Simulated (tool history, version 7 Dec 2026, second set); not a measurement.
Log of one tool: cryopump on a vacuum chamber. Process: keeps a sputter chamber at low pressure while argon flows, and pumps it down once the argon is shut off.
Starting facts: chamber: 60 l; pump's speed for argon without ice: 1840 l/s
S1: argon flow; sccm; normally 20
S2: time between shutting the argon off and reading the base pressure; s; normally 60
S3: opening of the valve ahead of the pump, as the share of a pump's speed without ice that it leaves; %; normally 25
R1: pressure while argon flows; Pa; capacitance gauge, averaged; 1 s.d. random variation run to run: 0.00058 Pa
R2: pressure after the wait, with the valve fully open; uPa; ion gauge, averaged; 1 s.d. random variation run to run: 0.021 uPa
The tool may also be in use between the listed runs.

| run | day | S1 | S2 | S3 | R1 | R2 |
|---|---|---|---|---|---|---|
| 1 | 0.000 | 20 | 60 | 25 | 0.0824 | 0.74 |
|  | 0.617 | pump warmed up, emptied and cooled again |
| 2 | 1.158 | 20 | 20 | 25 | 0.0731 | 1.27 |
| 3 | 2.788 | 20 | 28 | 25 | 0.0741 | 0.99 |
| 4 | 3.875 | 20 | 28 | 25 | 0.0742 | 1.03 |
| 5 | 5.246 | 20 | 28 | 25 | 0.0751 | 1.00 |
| 6 | 6.850 | 20 | 28 | 25 | 0.0748 | 1.03 |
| 7 | 7.875 | 20 | 132 | 25 | 0.0760 | 0.44 |
| 8 | 9.133 | 20 | 132 | 25 | 0.0745 | 0.46 |
| 9 | 10.096 | 20 | 132 | 25 | 0.0752 | 0.50 |
| 10 | 10.996 | 20 | 60 | 25 | 0.0756 | 0.70 |
| 11 | 12.138 | 20 | 60 | 25 | 0.0736 | 0.63 |
| 12 | 13.371 | 20 | 60 | 25 | 0.0753 | 0.65 |
| 13 | 14.979 | 20 | 60 | 23 | 0.0825 | 0.71 |
| 14 | 16.196 | 10 | 60 | 25 | 0.0385 | 0.68 |
| 15 | 17.992 | 10 | 60 | 25 | 0.0380 | 0.66 |
| 16 | 19.792 | 10 | 60 | 25 | 0.0378 | 0.73 |
| 17 | 21.508 | 10 | 60 | 25 | 0.0383 | 0.71 |
| 18 | 23.283 | 10 | 60 | 25 | 0.0395 | 0.72 |
| 19 | 24.725 | 9 | 60 | 25 | 0.0349 | 0.71 |
| 20 | 25.983 | 10 | 65 | 25 | 0.0388 | 0.71 |
| 21 | 27.162 | 10 | 65 | 25 | 0.0388 | 0.67 |
| 22 | 28.929 | 14 | 65 | 15 | 0.0880 | 0.68 |
| 23 | 30.300 | 11 | 40 | 27 | 0.0400 | 0.92 |
| 24 | 32.062 | 11 | 40 | 27 | 0.0411 | 0.95 |
| 25 | 32.896 | 26 | 86 | 18 | 0.1402 | 0.66 |
| 26 | 34.138 | 26 | 86 | 18 | 0.1410 | 0.67 |
| 27 | 35.338 | 12 | 60 | 25 | 0.0498 | 0.80 |
| 28 | 36.462 | 12 | 214 | 24 | 0.0502 | 0.50 |
| 29 | 37.679 | 36 | 139 | 40 | 0.0966 | 0.58 |
| 30 | 39.017 | 12 | 60 | 25 | 0.0484 | 0.77 |
|  | 40.079 | pump warmed up, emptied and cooled again |
| 31 | 40.879 | 15 | 41 | 42 | 0.0339 | 0.80 |
| 32 | 42.575 | 15 | 41 | 42 | 0.0340 | 0.82 |
| 33 | 43.658 | 10 | 55 | 42 | 0.0223 | 0.69 |
| 34 | 44.900 | 17 | 60 | 23 | 0.0692 | 0.62 |
| 35 | 45.725 | 17 | 60 | 23 | 0.0689 | 0.66 |

Difference, measured minus no-hidden-state, one row per run. Run-to-run variation is common to both terms; the gauge's own scatter need not be:
Hidden conditions of the tool in this case: pump's speed, % of a pump's without ice; cold plate's temperature, K; leak into the chamber, uPa l/s; drift of the gauge itself on working_pa, %; drift of the gauge itself on base_upa, %.
| run | R1 | R2 |
|---|---|---|
| 1 | +0.0088 | +0.26 |
| 2 | +0.0002 | +0.13 |
| 3 | +0.0004 | +0.13 |
| 4 | +0.0006 | +0.14 |
| 5 | +0.0008 | +0.14 |
| 6 | +0.0010 | +0.15 |
| 7 | +0.0012 | +0.15 |
| 8 | +0.0015 | +0.16 |
| 9 | +0.0015 | +0.16 |
| 10 | +0.0018 | +0.17 |
| 11 | +0.0019 | +0.16 |
| 12 | +0.0021 | +0.16 |
| 13 | +0.0024 | +0.17 |
| 14 | +0.0013 | +0.17 |
| 15 | +0.0014 | +0.18 |
| 16 | +0.0017 | +0.19 |
| 17 | +0.0018 | +0.19 |
| 18 | +0.0020 | +0.20 |
| 19 | +0.0019 | +0.21 |
| 20 | +0.0022 | +0.22 |
| 21 | +0.0023 | +0.22 |
| 22 | +0.0036 | +0.22 |
| 23 | +0.0031 | +0.24 |
| 24 | +0.0032 | +0.25 |
| 25 | +0.0080 | +0.25 |
| 26 | +0.0084 | +0.25 |
| 27 | +0.0040 | +0.26 |
| 28 | +0.0043 | +0.26 |
| 29 | +0.0134 | +0.26 |
| 30 | +0.0046 | +0.27 |
| 31 | +0.0003 | +0.15 |
| 32 | +0.0005 | +0.16 |
| 33 | +0.0003 | +0.15 |
| 34 | +0.0008 | +0.17 |
| 35 | +0.0009 | +0.16 |
